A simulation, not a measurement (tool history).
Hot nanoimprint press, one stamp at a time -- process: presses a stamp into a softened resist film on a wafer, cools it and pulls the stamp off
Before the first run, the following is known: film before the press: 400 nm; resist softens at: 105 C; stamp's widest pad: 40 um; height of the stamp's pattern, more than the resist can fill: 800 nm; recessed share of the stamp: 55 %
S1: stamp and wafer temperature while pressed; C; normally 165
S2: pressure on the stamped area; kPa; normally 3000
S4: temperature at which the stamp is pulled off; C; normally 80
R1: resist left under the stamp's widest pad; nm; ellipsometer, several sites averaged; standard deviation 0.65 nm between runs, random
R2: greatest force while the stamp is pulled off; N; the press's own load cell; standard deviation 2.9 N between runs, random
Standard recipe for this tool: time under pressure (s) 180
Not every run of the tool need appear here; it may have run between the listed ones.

run 1 hour=0 | S1=165 S2=3000 time_under_pressure_(s)=180 S4=80 | R1=164.7 R2=129
run 2 hour=16.4 | S1=165 S2=3000 time_under_pressure_(s)=180 S4=80 | R1=164.2 R2=134
run 3 hour=33.6 | S1=175 S2=3000 time_under_pressure_(s)=180 S4=80 | R1=109.1 R2=140
run 4 hour=51.9 | S1=175 S2=3000 time_under_pressure_(s)=180 S4=80 | R1=109.1 R2=143
run 5 hour=72.9 | S1=175 S2=3000 time_under_pressure_(s)=180 S4=80 | R1=109.2 R2=138
run 6 hour=96 | S1=175 S2=3000 time_under_pressure_(s)=180 S4=80 | R1=108.8 R2=142
run 7 hour=123.7 | S1=175 S2=3000 time_under_pressure_(s)=180 S4=80 | R1=109.4 R2=145
run 8 hour=155.1 | S1=165 S2=3000 time_under_pressure_(s)=180 S4=80 | R1=163.3 R2=151
run 9 hour=173.2 | S1=168 S2=3000 time_under_pressure_(s)=180 S4=80 | R1=144 R2=153
run 10 hour=200.6 | S1=168 S2=3000 time_under_pressure_(s)=180 S4=80 | R1=144.2 R2=151
run 11 hour=217.6 | S1=168 S2=3000 time_under_pressure_(s)=180 S4=80 | R1=143.9 R2=153
run 12 hour=235.9 | S1=165 S2=2170 time_under_pressure_(s)=180 S4=80 | R1=195.3 R2=161
run 13 hour=259.6 | S1=165 S2=4730 time_under_pressure_(s)=180 S4=80 | R1=124.1 R2=162
run 14 hour=292.7 | S1=165 S2=3000 time_under_pressure_(s)=180 S4=80 | R1=161.9 R2=164
run 15 hour=330.7 | S1=165 S2=3000 time_under_pressure_(s)=180 S4=80 | R1=161.3 R2=170
run 16 hour=367 | S1=165 S2=3000 time_under_pressure_(s)=144 S4=80 | R1=174.1 R2=171
run 17 hour=391.9 | S1=165 S2=2010 time_under_pressure_(s)=340 S4=87 | R1=163.2 R2=154
run 18 hour=427.1 | S1=165 S2=2010 time_under_pressure_(s)=340 S4=87 | R1=165 R2=154
run 19 hour=459.3 | S1=165 S2=2010 time_under_pressure_(s)=340 S4=87 | R1=162.5 R2=163
run 20 hour=481.8 | S1=165 S2=3180 time_under_pressure_(s)=180 S4=84 | R1=157.2 R2=180
run 21 hour=517.4 | S1=165 S2=3180 time_under_pressure_(s)=180 S4=84 | R1=154.4 R2=176
run 22 hour=546.6 | S1=165 S2=3180 time_under_pressure_(s)=113 S4=84 | R1=181.5 R2=180
run 23 hour=567.9 | S1=158 S2=3270 time_under_pressure_(s)=159 S4=80 | R1=216.4 R2=212
run 24 hour=605.8 | S1=158 S2=3270 time_under_pressure_(s)=159 S4=80 | R1=213.1 R2=203
-- hour=628.2 press's hydraulic seals changed and the load cell set to zero
run 25 hour=638.8 | S1=167 S2=3000 time_under_pressure_(s)=264 S4=80 | R1=124.6 R2=202
-- hour=659.7 stamp cleaned and given a new release coat
run 26 hour=678.4 | S1=175 S2=3020 time_under_pressure_(s)=117 S4=66 | R1=119.9 R2=166
-- hour=692.3 plate thermocouple calibrated
run 27 hour=720 | S1=156 S2=3140 time_under_pressure_(s)=193 S4=80 | R1=238.3 R2=140
run 28 hour=743.5 | S1=165 S2=4240 time_under_pressure_(s)=180 S4=73 | R1=135.4 R2=163
run 29 hour=770.2 | S1=165 S2=3000 time_under_pressure_(s)=180 S4=72 | R1=166.8 R2=171
run 30 hour=792.9 | S1=165 S2=2230 time_under_pressure_(s)=359 S4=85 | R1=157.1 R2=131

What if the next run were any one of these 3? Each begins from the tool's condition after run 30:
run A hour=820.9 | S1=165 S2=1850 time_under_pressure_(s)=180 S4=80 | R1=? R2=?
run B hour=820.9 | S1=165 S2=2230 time_under_pressure_(s)=359 S4=74 | R1=? R2=?
run C hour=820.9 | S1=175 S2=3380 time_under_pressure_(s)=180 S4=72 | R1=? R2=?

run=A R1=216.3 R2=153
run=B R1=157.6 R2=167
run=C R1=101.7 R2=178
The same runs, with their run-to-run variation unchanged, on a tool lacking any hidden condition would have given:
run=A R1=217 R2=135
run=B R1=157.9 R2=147
run=C R1=101.6 R2=157

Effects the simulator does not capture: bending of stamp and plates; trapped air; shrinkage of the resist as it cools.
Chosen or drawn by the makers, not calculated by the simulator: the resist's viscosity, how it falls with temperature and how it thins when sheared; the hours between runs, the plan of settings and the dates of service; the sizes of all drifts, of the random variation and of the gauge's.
